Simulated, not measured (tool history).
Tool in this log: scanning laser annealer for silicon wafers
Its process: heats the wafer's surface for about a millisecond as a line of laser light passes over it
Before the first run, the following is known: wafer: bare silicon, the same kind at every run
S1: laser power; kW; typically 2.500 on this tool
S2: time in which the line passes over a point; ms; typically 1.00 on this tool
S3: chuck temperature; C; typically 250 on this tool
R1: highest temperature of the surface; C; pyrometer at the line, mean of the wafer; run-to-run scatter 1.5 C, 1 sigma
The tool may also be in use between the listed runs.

| run | hour | S1 | S2 | S3 | R1 |
|---|---|---|---|---|---|
| 1 | 0.0 | 2.500 | 1.00 | 250 | 966 |
| 2 | 24.6 | 2.500 | 1.00 | 271 | 992 |
| 3 | 63.9 | 2.500 | 1.00 | 271 | 987 |
| 4 | 82.5 | 2.500 | 1.00 | 271 | 988 |
| 5 | 116.5 | 2.500 | 1.00 | 271 | 986 |
| 6 | 155.6 | 2.500 | 1.00 | 250 | 967 |
| 7 | 187.2 | 2.500 | 1.00 | 250 | 964 |
| 8 | 226.4 | 2.500 | 1.00 | 282 | 998 |
| 9 | 266.7 | 2.500 | 1.00 | 282 | 994 |
| 10 | 296.0 | 2.500 | 1.00 | 282 | 996 |
| 11 | 331.5 | 2.500 | 1.10 | 250 | 993 |
| 12 | 359.0 | 2.500 | 0.84 | 250 | 906 |
| 13 | 394.4 | 2.684 | 0.84 | 250 | 953 |
| 14 | 417.3 | 2.684 | 0.84 | 250 | 952 |
| 15 | 437.0 | 2.526 | 1.00 | 250 | 968 |
| 16 | 476.9 | 2.526 | 1.00 | 282 | 999 |
| 17 | 511.8 | 2.526 | 1.00 | 282 | 997 |
| 18 | 530.0 | 2.526 | 1.00 | 282 | 998 |
| 19 | 572.0 | 2.174 | 1.00 | 250 | 869 |
| 20 | 609.6 | 2.174 | 0.80 | 250 | 807 |
|  | 627.1 | optics aligned, line set to its width |
| 21 | 649.2 | 2.500 | 1.00 | 250 | 969 |
| 22 | 670.4 | 2.734 | 0.83 | 269 | 986 |
| 23 | 698.0 | 2.734 | 0.83 | 269 | 987 |
| 24 | 725.5 | 2.734 | 0.83 | 269 | 983 |
| 25 | 750.3 | 2.507 | 1.10 | 239 | 986 |
| 26 | 779.9 | 2.507 | 1.10 | 239 | 990 |
| 27 | 821.3 | 2.133 | 1.10 | 211 | 850 |
| 28 | 849.5 | 2.524 | 0.80 | 266 | 919 |
|  | 861.8 | window over the wafer cleaned |
| 29 | 874.0 | 2.524 | 0.80 | 266 | 935 |
| 30 | 903.7 | 2.524 | 0.70 | 266 | 894 |
| 31 | 932.9 | 2.505 | 1.22 | 240 | 1044 |
| 32 | 963.3 | 2.505 | 1.22 | 240 | 1045 |
| 33 | 984.2 | 2.505 | 1.02 | 274 | 1012 |
| 34 | 1017.2 | 2.500 | 0.84 | 250 | 924 |
| 35 | 1040.8 | 2.247 | 0.73 | 250 | 821 |
| 36 | 1072.5 | 2.519 | 0.98 | 264 | 991 |
| 37 | 1104.8 | 2.500 | 1.06 | 232 | 978 |
| 38 | 1122.7 | 2.500 | 1.06 | 232 | 981 |
| 39 | 1163.7 | 2.414 | 0.80 | 284 | 918 |
| 40 | 1205.1 | 2.548 | 1.00 | 250 | 989 |
| 41 | 1237.8 | 2.208 | 1.00 | 234 | 877 |
| 42 | 1271.5 | 2.407 | 1.00 | 220 | 919 |

Consider 3 possible next runs. They are alternatives, not a sequence: every one starts from the tool as it was left by run 42. What does each give?
| A | 1294.8 | 2.500 | 1.00 | 272 | ? |
| B | 1294.8 | 2.418 | 1.04 | 238 | ? |
| C | 1294.8 | 2.467 | 0.74 | 241 | ? |

| run | R1 |
|---|---|
| A | 995 |
| B | 949 |
| C | 866 |
The same runs, with their run-to-run variation unchanged, on a tool lacking any hidden condition would have given:
| run | R1 |
|---|---|
| A | 1003 |
| B | 958 |
| C | 873 |
